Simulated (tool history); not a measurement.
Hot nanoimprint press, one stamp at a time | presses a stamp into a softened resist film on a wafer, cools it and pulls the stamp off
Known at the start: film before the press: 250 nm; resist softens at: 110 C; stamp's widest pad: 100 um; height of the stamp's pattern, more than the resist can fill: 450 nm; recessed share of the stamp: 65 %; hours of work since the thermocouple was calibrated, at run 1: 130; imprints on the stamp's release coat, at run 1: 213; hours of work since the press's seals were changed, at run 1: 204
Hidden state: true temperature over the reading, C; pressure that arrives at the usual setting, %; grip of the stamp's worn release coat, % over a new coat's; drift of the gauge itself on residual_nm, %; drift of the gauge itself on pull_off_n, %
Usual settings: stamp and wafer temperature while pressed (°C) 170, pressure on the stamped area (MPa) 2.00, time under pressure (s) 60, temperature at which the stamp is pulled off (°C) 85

run	hour	stamp and wafer temperature while pressed (°C)	pressure on the stamped area (MPa)	time under pressure (s)	temperature at which the stamp is pulled off (°C)	hours of work since the thermocouple was calibrated	imprints on the stamp's release coat	hours of work since the press's seals were changed	resist left under the stamp's widest pad (angstrom)	greatest force while the stamp is pulled off (N)
1	0.0	170	2.00	60	85	130	213	204	1429	186
2	13.6	170	2.00	60	85	140	284	213	1422	184
3	37.0	170	2.00	60	85	155	405	228	1425	187
4	60.6	170	2.00	60	85	171	528	244	1429	185
5	81.1	170	2.00	81	85	185	635	258	1292	185
6	102.5	170	2.00	60	85	199	747	272	1426	184
7	115.5	170	2.00	60	85	208	815	281	1429	182
8	127.5	170	2.33	60	85	216	877	289	1349	188
# hour 142.1: stamp cleaned and given a new release coat
9	161.8	170	2.00	60	85	235	103	308	1429	185
10	173.7	170	2.00	60	85	243	165	316	1429	182
11	199.6	170	2.00	60	85	260	300	333	1425	185
12	211.6	169	2.00	60	85	268	362	341	1482	186
13	228.2	169	2.00	60	85	279	449	352	1482	185
14	242.7	170	2.00	60	85	289	525	362	1424	185
15	260.3	170	2.00	60	85	301	616	374	1421	185
16	277.4	165	3.14	60	85	312	705	385	1507	184
17	304.9	165	1.24	77	85	331	848	404	1831	182
# hour 326.1: stamp cleaned and given a new release coat
18	333.0	168	1.76	60	85	345	36	418	1593	182
19	352.2	168	1.76	60	85	358	136	431	1608	182
20	376.5	168	1.76	100	85	374	263	448	1357	185
21	392.7	173	2.00	60	83	385	347	458	1258	189
22	420.8	163	2.00	112	93	404	493	477	1563	167
23	449.2	163	2.00	112	93	423	642	496	1559	164
24	478.0	163	2.00	71	72	442	792	515	1757	214
25	494.6	169	2.93	119	85	454	878	527	992	186
# hour 509.2: stamp cleaned and given a new release coat
26	527.2	178	1.55	79	85	471	94	544	1010	182
27	555.8	178	1.55	79	85	490	243	564	1017	185
28	579.1	164	1.29	93	76	506	365	579	1780	205
29	600.4	164	1.29	93	76	520	475	593	1780	209

3 ways to go on from here, each from the tool as it stands after run 29. What would each give?
A	617.5	158	1.56	56	85	532	564	605	?	?
B	617.5	178	1.29	93	92	532	564	605	?	?
C	617.5	179	1.29	93	76	532	564	605	?	?

run	resist left under the stamp's widest pad (angstrom)	greatest force while the stamp is pulled off (N)
A	2186	186
B	1026	165
C	971	209
Without the tool's hidden state the same runs would have given:
run	resist left under the stamp's widest pad (angstrom)	greatest force while the stamp is pulled off (N)
A	2186	186
B	1027	165
C	972	209

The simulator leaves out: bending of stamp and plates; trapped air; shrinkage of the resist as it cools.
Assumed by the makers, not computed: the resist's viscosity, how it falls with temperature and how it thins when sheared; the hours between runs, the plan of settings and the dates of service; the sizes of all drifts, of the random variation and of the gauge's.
